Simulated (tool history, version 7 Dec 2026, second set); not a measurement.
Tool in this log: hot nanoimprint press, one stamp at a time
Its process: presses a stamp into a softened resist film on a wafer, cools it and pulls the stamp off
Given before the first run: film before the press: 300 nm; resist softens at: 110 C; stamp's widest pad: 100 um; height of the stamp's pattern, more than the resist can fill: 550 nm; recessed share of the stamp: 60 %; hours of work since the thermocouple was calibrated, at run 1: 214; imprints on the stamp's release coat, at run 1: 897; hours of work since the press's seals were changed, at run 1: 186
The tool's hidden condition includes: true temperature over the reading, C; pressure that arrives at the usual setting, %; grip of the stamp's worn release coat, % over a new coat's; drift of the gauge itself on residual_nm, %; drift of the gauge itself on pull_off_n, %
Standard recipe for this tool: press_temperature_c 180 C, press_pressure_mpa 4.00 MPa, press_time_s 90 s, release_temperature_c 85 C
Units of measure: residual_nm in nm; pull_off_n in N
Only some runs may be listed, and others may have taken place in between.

run    day  press_temperature_c  press_pressure_mpa  press_time_s  release_temperature_c  hours of work since the thermocouple was calibrated  imprints on the stamp's release coat  hours of work since the press's seals were changed  residual_nm  pull_off_n
  1  0.000                  180                4.00            90                     85                                                  214                                   897                                                 186        135.7         177
  2  0.296                  180                4.00            90                     85                                                  217                                   917                                                 189        135.1         171
  3  0.642                  180                4.36            90                     85                                                  221                                   939                                                 193        130.5         174
  4  1.079                  180                4.36            90                     85                                                  226                                   968                                                 198        131.1         167
  5  1.533                  180                4.36            90                     85                                                  231                                   998                                                 203        130.3         182
  6  1.842                  171                4.36            90                     85                                                  235                                  1018                                                 207        186.4         186
  7  2.254                  180                4.00            90                     85                                                  239                                  1045                                                 212        135.4         183
  8  2.562                  180                4.00            90                     85                                                  243                                  1065                                                 215        137.0         174
  9  3.062                  180                4.00            90                     85                                                  249                                  1098                                                 221        137.7         185
 10  3.546                  180                4.00            90                     77                                                  254                                  1130                                                 226        136.7         211
 11  4.121                  180                4.00            90                     77                                                  261                                  1167                                                 233        135.1         217
 12  4.621                  180                4.00            90                     86                                                  266                                  1200                                                 239        136.0         184
     4.771  -- plate thermocouple calibrated
 13  5.012                  180                4.00            90                     86                                                    3                                  1217                                                 242        140.1         187
 14  5.604                  180                4.00            90                     86                                                    9                                  1256                                                 249        139.2         186
 15  5.983                  187                4.51            90                     87                                                   14                                  1281                                                 253         99.2         191
 16  6.267                  173                2.56            90                     84                                                   17                                  1300                                                 256        216.3         190
 17  6.821                  173                2.52            91                     84                                                   23                                  1336                                                 262        217.3         200
 18  7.108                  189                2.99           139                     84                                                   27                                  1355                                                 266         99.1         199

Forecast run 19:
     7.288  -- plate thermocouple calibrated, once more
 19  7.833                  187                4.04            50                     76                                                    6                                  1394                                                 273            ?           ?

Run 19 produced residual_nm 125.5 nm, pull_off_n 217 N.
If the tool had no hidden condition, the same run with the same run-to-run variation would have returned residual_nm 124.1 nm, pull_off_n 154 N.

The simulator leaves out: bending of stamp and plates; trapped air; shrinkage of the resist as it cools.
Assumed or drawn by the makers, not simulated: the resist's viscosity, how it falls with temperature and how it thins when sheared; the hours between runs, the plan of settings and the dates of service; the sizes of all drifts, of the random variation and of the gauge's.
